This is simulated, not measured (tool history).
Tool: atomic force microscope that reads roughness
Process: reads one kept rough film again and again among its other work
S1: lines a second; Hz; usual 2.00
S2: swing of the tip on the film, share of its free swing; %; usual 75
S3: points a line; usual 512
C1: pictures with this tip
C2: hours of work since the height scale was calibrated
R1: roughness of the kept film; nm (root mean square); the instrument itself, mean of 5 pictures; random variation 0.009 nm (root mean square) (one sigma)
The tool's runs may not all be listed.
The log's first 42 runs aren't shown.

run	hour	S1	S2	S3	C1	C2	R1
43	2717.5	0.94	71	927	114	348	1.619
44	2791.8	1.02	82	512	196	393	1.311
45	2827.6	3.03	75	512	235	415	1.147
# hour 2872.3: new tip fitted
46	2872.3	3.03	75	512	0	443	1.909
47	2929.9	3.03	75	512	64	478	1.623
48	3002.5	3.03	75	512	144	523	1.362
49	3059.6	3.03	75	512	207	558	1.213
# hour 3129.3: new tip fitted
50	3148.8	1.32	75	1002	21	612	1.928
51	3208.5	1.32	75	1002	87	649	1.653
52	3245.2	2.39	80	512	128	671	1.400
53	3290.8	2.39	80	512	178	699	1.284

Forecast each of these 3 alternatives for the next run:
A	3333.1	1.34	64	690	225	725	?
B	3333.1	1.01	56	990	225	725	?
C	3333.1	0.72	59	417	225	725	?

run	R1
A	1.308
B	1.342
C	1.334
Without the tool's hidden state the same runs would have given:
run	R1
A	2.151
B	2.203
C	2.191
